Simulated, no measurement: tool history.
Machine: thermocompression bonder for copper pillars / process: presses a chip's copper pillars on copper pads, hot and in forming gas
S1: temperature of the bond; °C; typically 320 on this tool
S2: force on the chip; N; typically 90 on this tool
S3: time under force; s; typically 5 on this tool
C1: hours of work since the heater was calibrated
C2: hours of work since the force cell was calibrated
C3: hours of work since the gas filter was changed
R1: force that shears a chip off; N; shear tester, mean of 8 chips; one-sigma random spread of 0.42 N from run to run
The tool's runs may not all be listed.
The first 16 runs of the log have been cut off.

{"run": 17, "hour": 512.6, "S1": 320, "S2": 132, "S3": 5, "C1": 576, "C2": 1008, "C3": 37, "R1": 67}
{"run": 18, "hour": 552.6, "S1": 320, "S2": 132, "S3": 5, "C1": 596, "C2": 1028, "C3": 57, "R1": 67.7}
{"hour": 571.4, "done": "force cell calibrated"}
{"run": 19, "hour": 576.9, "S1": 320, "S2": 132, "S3": 5, "C1": 607, "C2": 3, "C3": 68, "R1": 67.5}
{"run": 20, "hour": 596.5, "S1": 296, "S2": 90, "S3": 5, "C1": 617, "C2": 13, "C3": 78, "R1": 46.2}
{"run": 21, "hour": 618.6, "S1": 332, "S2": 90, "S3": 5, "C1": 628, "C2": 24, "C3": 89, "R1": 61.8}
{"run": 22, "hour": 643.0, "S1": 344, "S2": 68, "S3": 5, "C1": 640, "C2": 36, "C3": 101, "R1": 56.9}
{"run": 23, "hour": 661.7, "S1": 307, "S2": 115, "S3": 11, "C1": 650, "C2": 45, "C3": 111, "R1": 68.8}
{"run": 24, "hour": 697.0, "S1": 307, "S2": 115, "S3": 11, "C1": 667, "C2": 63, "C3": 128, "R1": 69.5}
{"run": 25, "hour": 717.6, "S1": 320, "S2": 80, "S3": 4, "C1": 678, "C2": 73, "C3": 139, "R1": 49.7}
{"run": 26, "hour": 758.2, "S1": 328, "S2": 90, "S3": 5, "C1": 698, "C2": 94, "C3": 159, "R1": 59.9}
{"run": 27, "hour": 790.5, "S1": 335, "S2": 124, "S3": 12, "C1": 714, "C2": 110, "C3": 175, "R1": 77.9}

Run 28 is up next; what results do you expect?
{"hour": 805.6, "done": "heater calibrated with a thermocouple chip"}
{"run": 28, "hour": 811.5, "S1": 338, "S2": 73, "S3": 5, "C1": 3, "C2": 119, "C3": 185, "R1": "?"}

{"run 28": {"R1": 57.6}}
If the tool had no hidden condition, the same run with the same run-to-run variation would have returned R1 57.7 N.

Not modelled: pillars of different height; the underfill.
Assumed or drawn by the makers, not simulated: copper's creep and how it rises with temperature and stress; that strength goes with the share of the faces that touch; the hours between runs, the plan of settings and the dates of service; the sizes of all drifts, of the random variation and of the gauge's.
